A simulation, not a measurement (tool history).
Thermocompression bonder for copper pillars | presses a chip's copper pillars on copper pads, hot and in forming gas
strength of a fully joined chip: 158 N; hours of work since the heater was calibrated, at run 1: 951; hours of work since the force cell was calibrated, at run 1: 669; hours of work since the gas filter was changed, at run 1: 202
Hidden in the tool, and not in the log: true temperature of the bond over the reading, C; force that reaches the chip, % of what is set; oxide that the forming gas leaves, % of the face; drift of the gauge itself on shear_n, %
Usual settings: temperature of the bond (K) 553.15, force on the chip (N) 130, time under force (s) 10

run	hour	temperature of the bond (K)	force on the chip (N)	time under force (s)	hours of work since the heater was calibrated	hours of work since the force cell was calibrated	hours of work since the gas filter was changed	force that shears a chip off (N)
1	0.0	553.15	130	10	951	669	202	108.9
2	70.4	553.15	130	10	999	716	249	105.3
# hour 125.1: forming gas filter changed
3	162.9	553.15	130	10	1061	778	26	115.6
4	253.7	553.15	130	10	1122	840	87	114.0
5	312.7	553.15	130	10	1162	879	127	111.0
6	385.9	553.15	130	10	1211	929	176	107.6
7	473.3	553.15	130	10	1270	988	235	108.4
# hour 548.8: forming gas filter changed
8	559.5	553.15	130	25	1328	1046	7	136.0
9	616.1	553.15	130	25	1367	1084	45	135.7
10	662.4	553.15	130	25	1398	1115	77	136.7
11	745.2	553.15	130	10	1454	1171	133	113.8
12	816.9	553.15	130	10	1502	1219	181	110.5
13	859.2	553.15	130	10	1531	1248	210	109.5
# hour 918.8: heater calibrated with a thermocouple chip
14	927.5	572.15	130	10	6	1293	254	118.3
# hour 971.9: forming gas filter changed
15	1016.2	568.15	108	27	65	1352	30	136.8
16	1100.6	543.15	128	27	122	1409	87	124.6
17	1174.8	543.15	128	27	173	1459	137	123.2
18	1245.3	553.15	106	10	220	1507	185	97.2
19	1336.1	553.15	106	10	281	1568	246	94.1
# hour 1392.3: forming gas filter changed
20	1405.9	553.15	83	10	328	1615	9	88.9
21	1467.1	553.15	87	10	369	1656	50	89.2
22	1555.3	553.15	87	10	429	1716	110	88.0
# hour 1566.5: force cell calibrated
23	1632.9	541.15	131	10	480	45	161	96.6
24	1680.6	541.15	131	10	513	77	194	93.9
25	1738.5	581.15	114	8	552	116	233	111.7
26	1811.2	581.15	114	8	601	165	282	110.8
# hour 1815.4: forming gas filter changed
27	1864.6	581.15	114	8	636	201	33	122.4

Forecast each of these 4 alternatives for the next run:
A	1930.4	563.15	158	8	681	245	78	?
B	1930.4	553.15	130	16	681	245	78	?
C	1930.4	558.15	181	9	681	245	78	?
D	1930.4	566.15	169	6	681	245	78	?

run	force that shears a chip off (N)
A	120.6
B	121.2
C	128.9
D	121.7
Without the tool's hidden state the same runs would have given:
run	force that shears a chip off (N)
A	120.8
B	121.2
C	129.4
D	121.7
